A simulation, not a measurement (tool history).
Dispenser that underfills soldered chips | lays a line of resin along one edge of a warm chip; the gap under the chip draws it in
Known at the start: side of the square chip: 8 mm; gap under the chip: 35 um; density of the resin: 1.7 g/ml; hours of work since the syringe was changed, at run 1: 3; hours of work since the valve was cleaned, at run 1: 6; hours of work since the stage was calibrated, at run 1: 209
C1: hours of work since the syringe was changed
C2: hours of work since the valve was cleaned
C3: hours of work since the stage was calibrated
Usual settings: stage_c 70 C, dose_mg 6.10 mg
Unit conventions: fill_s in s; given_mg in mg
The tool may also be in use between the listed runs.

run 1 hour=0.0 | stage_c=70 dose_mg=6.10 | C1=3 C2=6 C3=209 | fill_s=38.6 given_mg=6.05
-- hour=3.9 new syringe of resin
run 2 hour=6.7 | stage_c=70 dose_mg=6.10 | C1=2 C2=11 C3=214 | fill_s=35.8 given_mg=6.05
-- hour=12.1 new syringe of resin
run 3 hour=13.6 | stage_c=70 dose_mg=6.10 | C1=1 C2=15 C3=218 | fill_s=33.9 given_mg=6.03
-- hour=21.0 new syringe of resin
run 4 hour=21.0 | stage_c=70 dose_mg=7.25 | C1=0 C2=20 C3=224 | fill_s=31.5 given_mg=7.15
-- hour=29.1 new syringe of resin
run 5 hour=31.7 | stage_c=70 dose_mg=6.10 | C1=2 C2=28 C3=231 | fill_s=35.8 given_mg=5.95
-- hour=37.2 new syringe of resin
run 6 hour=42.1 | stage_c=70 dose_mg=6.10 | C1=3 C2=35 C3=238 | fill_s=39.6 given_mg=5.95
-- hour=45.4 new syringe of resin
run 7 hour=50.9 | stage_c=70 dose_mg=6.10 | C1=4 C2=41 C3=244 | fill_s=40.3 given_mg=5.89
-- hour=53.6 new syringe of resin
-- hour=62.1 dispensing valve cleaned and set on the balance
run 8 hour=62.1 | stage_c=70 dose_mg=5.39 | C1=5 C2=0 C3=251 | fill_s=44.3 given_mg=5.35
-- hour=63.1 new syringe of resin
run 9 hour=68.5 | stage_c=70 dose_mg=6.14 | C1=4 C2=4 C3=256 | fill_s=39.9 given_mg=6.15
-- hour=71.5 new syringe of resin
run 10 hour=77.9 | stage_c=70 dose_mg=6.14 | C1=5 C2=11 C3=262 | fill_s=40.6 given_mg=6.07
-- hour=80.2 new syringe of resin
-- hour=88.8 new syringe of resin
run 11 hour=89.2 | stage_c=70 dose_mg=6.14 | C1=0 C2=19 C3=270 | fill_s=32.0 given_mg=6.04
run 12 hour=95.0 | stage_c=70 dose_mg=6.14 | C1=4 C2=23 C3=274 | fill_s=41.5 given_mg=5.97
-- hour=97.2 new syringe of resin
run 13 hour=104.3 | stage_c=70 dose_mg=6.14 | C1=5 C2=29 C3=280 | fill_s=41.3 given_mg=6.00
-- hour=105.3 new syringe of resin
run 14 hour=112.1 | stage_c=84 dose_mg=5.45 | C1=5 C2=34 C3=286 | fill_s=26.9 given_mg=5.29
-- hour=113.8 new syringe of resin
-- hour=121.9 new syringe of resin
run 15 hour=123.6 | stage_c=61 dose_mg=5.66 | C1=1 C2=42 C3=294 | fill_s=48.4 given_mg=5.46
-- hour=130.5 new syringe of resin
-- hour=133.8 dispensing valve cleaned and set on the balance
run 16 hour=135.2 | stage_c=61 dose_mg=5.66 | C1=3 C2=1 C3=301 | fill_s=49.1 given_mg=5.65
-- hour=139.7 new syringe of resin
run 17 hour=143.5 | stage_c=61 dose_mg=5.66 | C1=3 C2=7 C3=307 | fill_s=50.9 given_mg=5.70
-- hour=147.8 new syringe of resin
run 18 hour=148.5 | stage_c=61 dose_mg=5.66 | C1=0 C2=10 C3=310 | fill_s=44.8 given_mg=5.62
run 19 hour=153.5 | stage_c=80 dose_mg=5.36 | C1=4 C2=14 C3=314 | fill_s=29.4 given_mg=5.29
-- hour=156.0 new syringe of resin
run 20 hour=158.8 | stage_c=66 dose_mg=5.57 | C1=2 C2=17 C3=317 | fill_s=41.8 given_mg=5.48
run 21 hour=163.3 | stage_c=66 dose_mg=5.57 | C1=5 C2=20 C3=320 | fill_s=49.3 given_mg=5.50
-- hour=164.7 new syringe of resin
-- hour=173.2 new syringe of resin
run 22 hour=173.7 | stage_c=57 dose_mg=5.57 | C1=0 C2=27 C3=327 | fill_s=51.4 given_mg=5.48
-- hour=178.6 stage's temperature calibrated
run 23 hour=179.8 | stage_c=57 dose_mg=5.57 | C1=4 C2=31 C3=1 | fill_s=67.4 given_mg=5.40
-- hour=182.6 new syringe of resin
run 24 hour=186.3 | stage_c=79 dose_mg=5.57 | C1=3 C2=35 C3=5 | fill_s=29.7 given_mg=5.43
-- hour=191.4 new syringe of resin
run 25 hour=197.7 | stage_c=85 dose_mg=5.57 | C1=5 C2=43 C3=13 | fill_s=26.8 given_mg=5.35
-- hour=200.2 new syringe of resin
run 26 hour=203.3 | stage_c=85 dose_mg=5.57 | C1=2 C2=47 C3=17 | fill_s=24.7 given_mg=5.33

Predict each of these 4 candidate next runs independently; none follows another, all start after run 26:
-- hour=205.7 dispensing valve cleaned and set on the balance
-- hour=209.7 new syringe of resin
run A hour=212.4 | stage_c=55 dose_mg=7.27 | C1=2 C2=5 C3=23 | fill_s=? given_mg=?
-- hour=205.7 dispensing valve cleaned and set on the balance
-- hour=209.7 new syringe of resin
run B hour=212.4 | stage_c=65 dose_mg=5.39 | C1=2 C2=5 C3=23 | fill_s=? given_mg=?
-- hour=205.7 dispensing valve cleaned and set on the balance
-- hour=209.7 new syringe of resin
run C hour=212.4 | stage_c=67 dose_mg=5.37 | C1=2 C2=5 C3=23 | fill_s=? given_mg=?
-- hour=205.7 dispensing valve cleaned and set on the balance
-- hour=209.7 new syringe of resin
run D hour=212.4 | stage_c=70 dose_mg=5.76 | C1=2 C2=5 C3=23 | fill_s=? given_mg=?

run=A fill_s=59.4 given_mg=7.21
run=B fill_s=44.0 given_mg=5.42
run=C fill_s=41.6 given_mg=5.32
run=D fill_s=36.0 given_mg=5.78
Take away the tool's hidden state, keep each run's random variation, and the runs would have read:
run=A fill_s=55.5 given_mg=7.23
run=B fill_s=41.0 given_mg=5.43
run=C fill_s=38.8 given_mg=5.33
run=D fill_s=33.6 given_mg=5.80
